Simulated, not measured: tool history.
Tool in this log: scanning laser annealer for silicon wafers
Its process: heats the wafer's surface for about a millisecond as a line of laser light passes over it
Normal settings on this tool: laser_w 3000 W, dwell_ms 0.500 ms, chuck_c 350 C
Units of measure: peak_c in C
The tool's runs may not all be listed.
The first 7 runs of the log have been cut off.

run     day  laser_w  dwell_ms  chuck_c  peak_c
  8  20.154     3000     0.500      350    1143
  9  23.900     3000     0.500      350    1140
 10  27.154     3000     0.500      350    1140
 11  30.717     3000     0.437      350    1098
     31.300  -- window over the wafer cleaned
 12  33.050     3000     0.500      350    1145
 13  36.183     3000     0.500      350    1139
 14  39.296     3000     0.500      350    1142
 15  43.071     3000     0.500      350    1143
 16  45.679     3000     0.500      350    1142
 17  48.246     3000     0.500      350    1143
 18  50.046     3000     0.500      350    1143
 19  52.538     3000     0.500      350    1140
 20  55.742     3000     0.500      350    1139
 21  58.642     3000     0.500      350    1142
     59.554  -- window over the wafer cleaned
 22  60.758     3000     0.500      350    1144
 23  64.117     3000     0.537      351    1167
 24  67.375     3000     0.537      351    1170
 25  69.517     3000     0.542      350    1172

What will run 26 give?
 26  71.983     3000     0.462      385       ?

{"run 26": {"peak_c": 1149}}
With no hidden state in the tool, this same run would have given peak_c 1150 C.
